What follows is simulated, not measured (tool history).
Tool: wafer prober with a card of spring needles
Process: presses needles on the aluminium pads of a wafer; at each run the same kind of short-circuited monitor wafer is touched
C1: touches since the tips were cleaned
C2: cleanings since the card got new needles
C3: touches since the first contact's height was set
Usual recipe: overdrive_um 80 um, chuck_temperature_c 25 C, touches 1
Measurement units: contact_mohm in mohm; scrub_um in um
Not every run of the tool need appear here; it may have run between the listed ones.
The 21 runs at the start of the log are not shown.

At hour 768.4: tips cleaned on abrasive film.
At hour 786.7: tips cleaned on abrasive film.
Run 22, hour 791.3: usual settings but overdrive_um 72 um, chuck_temperature_c 114 C; C1 2583; C2 82; C3 61458. Result: contact_mohm 135 mohm, scrub_um 17.91 um.
At hour 803.5: tips cleaned on abrasive film.
Run 23, hour 813.5: usual settings but overdrive_um 83 um; C1 5588; C2 83; C3 73830. Result: contact_mohm 127 mohm, scrub_um 20.65 um.
At hour 819.9: tips cleaned on abrasive film.
Run 24, hour 834.6: usual settings but chuck_temperature_c 69 C; C1 8222; C2 84; C3 85620. Result: contact_mohm 134 mohm, scrub_um 19.87 um.
At hour 837.4: tips cleaned on abrasive film.
At hour 854.7: tips cleaned on abrasive film.
Run 25, hour 859.6: usual settings but chuck_temperature_c 69 C; C1 2752; C2 86; C3 99488. Result: contact_mohm 125 mohm, scrub_um 19.87 um.
At hour 872.7: tips cleaned on abrasive film.
At hour 889.1: tips cleaned on abrasive film.
At hour 906.2: tips cleaned on abrasive film.
Run 26, hour 908.9: usual settings but chuck_temperature_c 69 C; C1 1533; C2 89; C3 126917. Result: contact_mohm 124 mohm, scrub_um 19.78 um.
At hour 922.9: tips cleaned on abrasive film.
Run 27, hour 935.1: usual settings but overdrive_um 76 um, chuck_temperature_c 38 C, touches 2; C1 6828; C2 90; C3 141526. Result: contact_mohm 127 mohm, scrub_um 18.8 um.
At hour 941: tips cleaned on abrasive film.
At hour 958.5: tips cleaned on abrasive film.
Run 28, hour 961.6: usual settings but overdrive_um 94 um, touches 2; C1 1731; C2 92; C3 156209. Result: contact_mohm 113 mohm, scrub_um 23.3 um.
At hour 976.7: tips cleaned on abrasive film.
Run 29, hour 990.4: usual settings but chuck_temperature_c 72 C; C1 7669; C2 93; C3 172325. Result: contact_mohm 136 mohm, scrub_um 19.75 um.
At hour 994.3: tips cleaned on abrasive film.
At hour 1010.3: tips cleaned on abrasive film.
At hour 1021.1: height of the first contact set anew.
Run 30, hour 1026: usual settings but overdrive_um 65 um, chuck_temperature_c 119 C; C1 8618; C2 95; C3 2783. Result: contact_mohm 150 mohm, scrub_um 16.34 um.
At hour 1028.6: tips cleaned on abrasive film.
At hour 1045.5: tips cleaned on abrasive film.
At hour 1063.3: tips cleaned on abrasive film.
Run 31, hour 1069.4: usual settings but overdrive_um 66 um, chuck_temperature_c 86 C, touches 3; C1 3389; C2 98; C3 26889. Result: contact_mohm 125 mohm, scrub_um 16.49 um.

Below are 3 alternative next runs, each starting from the tool's condition after run 31. Predict each:
At hour 1080.2: tips cleaned on abrasive film.
At hour 1099.8: tips cleaned on abrasive film.
Run A, hour 1109.6: usual settings but overdrive_um 96 um, chuck_temperature_c 49 C; C1 5527; C2 100; C3 49299. Result: contact_mohm ?, scrub_um ?.
At hour 1080.2: tips cleaned on abrasive film.
At hour 1099.8: tips cleaned on abrasive film.
Run B, hour 1109.6: usual settings but overdrive_um 66 um, chuck_temperature_c 86 C; C1 5527; C2 100; C3 49299. Result: contact_mohm ?, scrub_um ?.
At hour 1080.2: tips cleaned on abrasive film.
At hour 1099.8: tips cleaned on abrasive film.
Run C, hour 1109.6: usual settings; C1 5527; C2 100; C3 49299. Result: contact_mohm ?, scrub_um ?.

run  contact_mohm  scrub_um
  A           125     23.99
  B           146     16.46
  C           132     19.98
Without the tool's unlogged condition, the same runs would have read:
run  contact_mohm  scrub_um
  A           109     24.08
  B           119     16.55
  C           110     20.08
